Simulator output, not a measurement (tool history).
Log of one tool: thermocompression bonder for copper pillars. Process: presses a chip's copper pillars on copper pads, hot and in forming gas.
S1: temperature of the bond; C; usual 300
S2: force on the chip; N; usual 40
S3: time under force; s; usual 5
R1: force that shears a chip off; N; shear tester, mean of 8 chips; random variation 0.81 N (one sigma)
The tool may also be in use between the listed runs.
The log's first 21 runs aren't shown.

run	hour	S1	S2	S3	R1
# hour 1286.9: forming gas filter changed
22	1289.8	318	35	3	60.3
23	1333.0	321	30	5	64.3
24	1368.8	274	57	5	61.9
25	1440.7	303	56	3	72.6
26	1487.8	300	37	6	62.4
27	1522.3	300	47	6	73.9
28	1565.7	300	39	3	53.4
29	1641.8	300	39	3	52.7
30	1712.2	300	39	3	53.3
# hour 1790.4: heater calibrated with a thermocouple chip
31	1791.8	300	39	3	53.7
32	1835.2	300	39	3	53.0
33	1873.3	300	39	3	52.4
34	1916.9	287	28	5	38.4
# hour 1961.4: forming gas filter changed
35	1973.4	292	40	5	58.6
36	2050.9	315	51	5	84.2
37	2096.4	304	29	4	47.9
38	2177.6	310	29	4	51.2
39	2227.4	310	37	3	58.6
40	2280.1	310	37	3	59.5

4 ways to go on from here, each from the tool as it stands after run 40. What would each give?
A	2318.2	296	28	7	?
B	2318.2	311	47	3	?
C	2318.2	305	40	5	?
D	2318.2	291	24	5	?

run	R1
A	49.3
B	70.1
C	66.8
D	36.0
Without the tool's hidden state the same runs would have given:
run	R1
A	49.1
B	69.9
C	66.6
D	35.8

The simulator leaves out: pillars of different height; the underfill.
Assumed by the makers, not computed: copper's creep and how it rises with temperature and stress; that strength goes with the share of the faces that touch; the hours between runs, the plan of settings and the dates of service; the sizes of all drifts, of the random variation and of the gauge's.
